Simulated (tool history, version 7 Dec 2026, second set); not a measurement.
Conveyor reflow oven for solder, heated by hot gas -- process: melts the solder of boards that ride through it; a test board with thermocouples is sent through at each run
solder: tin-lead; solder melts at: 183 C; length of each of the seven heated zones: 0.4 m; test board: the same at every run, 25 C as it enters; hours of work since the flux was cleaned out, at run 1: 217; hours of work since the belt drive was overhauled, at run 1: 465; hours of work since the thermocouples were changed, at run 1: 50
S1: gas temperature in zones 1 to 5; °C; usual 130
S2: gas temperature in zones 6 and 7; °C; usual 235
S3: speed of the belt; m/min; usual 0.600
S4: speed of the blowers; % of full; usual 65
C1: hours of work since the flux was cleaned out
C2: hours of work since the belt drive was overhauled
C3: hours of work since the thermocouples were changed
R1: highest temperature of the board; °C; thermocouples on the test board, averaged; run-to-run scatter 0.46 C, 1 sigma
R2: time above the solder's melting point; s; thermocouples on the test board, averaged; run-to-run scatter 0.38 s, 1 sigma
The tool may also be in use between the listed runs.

| run | hour | S1 | S2 | S3 | S4 | C1 | C2 | C3 | R1 | R2 |
|---|---|---|---|---|---|---|---|---|---|---|
| 1 | 0.0 | 130 | 235 | 0.600 | 65 | 217 | 465 | 50 | 220.9 | 60.2 |
| 2 | 18.4 | 130 | 233 | 0.600 | 65 | 230 | 478 | 63 | 218.4 | 59.3 |
| 3 | 27.8 | 130 | 233 | 0.600 | 65 | 237 | 485 | 69 | 218.3 | 58.8 |
| 4 | 44.8 | 130 | 235 | 0.600 | 65 | 249 | 497 | 81 | 219.7 | 60.0 |
| 5 | 60.3 | 130 | 235 | 0.600 | 65 | 260 | 508 | 92 | 219.7 | 60.4 |
| 6 | 75.9 | 130 | 235 | 0.600 | 65 | 271 | 519 | 103 | 218.9 | 60.4 |
| 7 | 92.6 | 130 | 235 | 0.600 | 65 | 283 | 531 | 115 | 219.6 | 60.5 |
| 8 | 113.4 | 130 | 235 | 0.600 | 62 | 297 | 545 | 130 | 218.7 | 60.0 |
| 9 | 123.4 | 130 | 235 | 0.600 | 62 | 304 | 552 | 137 | 218.8 | 58.9 |
| 10 | 141.0 | 130 | 235 | 0.600 | 62 | 317 | 565 | 149 | 218.6 | 59.1 |
| 11 | 160.8 | 130 | 235 | 0.600 | 65 | 331 | 579 | 163 | 219.4 | 60.4 |
| 12 | 182.3 | 122 | 226 | 0.600 | 65 | 346 | 594 | 179 | 210.6 | 49.5 |
|  | 187.9 | belt drive overhauled, speed set with a stopwatch |
| 13 | 196.9 | 139 | 235 | 0.549 | 65 | 353 | 6 | 186 | 222.4 | 72.7 |
| 14 | 212.1 | 130 | 230 | 0.483 | 85 | 364 | 17 | 197 | 223.5 | 81.0 |
|  | 220.5 | flux residue cleaned out of gas plates and filters |
| 15 | 231.8 | 130 | 235 | 0.532 | 86 | 8 | 27 | 207 | 226.9 | 75.5 |
| 16 | 253.8 | 118 | 235 | 0.532 | 62 | 24 | 43 | 223 | 221.9 | 67.0 |
| 17 | 267.8 | 116 | 249 | 0.650 | 67 | 33 | 53 | 233 | 228.4 | 56.5 |
| 18 | 280.9 | 116 | 249 | 0.650 | 67 | 43 | 62 | 242 | 229.4 | 57.5 |
| 19 | 292.4 | 130 | 249 | 0.600 | 61 | 51 | 70 | 250 | 231.9 | 68.0 |
| 20 | 304.5 | 130 | 249 | 0.600 | 61 | 59 | 79 | 258 | 232.7 | 68.5 |
|  | 313.6 | belt drive overhauled, speed set with a stopwatch, once more |
| 21 | 322.4 | 130 | 249 | 0.600 | 61 | 69 | 6 | 268 | 231.4 | 67.8 |

Consider 3 possible next runs. They are alternatives, not a sequence: every one starts from the tool as it was left by run 21. What does each give?
| A | 339.6 | 130 | 235 | 0.600 | 58 | 81 | 18 | 280 | ? | ? |
| B | 339.6 | 130 | 233 | 0.600 | 61 | 81 | 18 | 280 | ? | ? |
| C | 339.6 | 130 | 249 | 0.600 | 81 | 81 | 18 | 280 | ? | ? |

| run | R1 | R2 |
|---|---|---|
| A | 218.6 | 58.0 |
| B | 217.3 | 57.4 |
| C | 236.2 | 69.7 |
What these runs would have given with no unlogged condition in the tool:
| run | R1 | R2 |
|---|---|---|
| A | 220.0 | 59.2 |
| B | 218.7 | 58.6 |
| C | 237.7 | 70.4 |
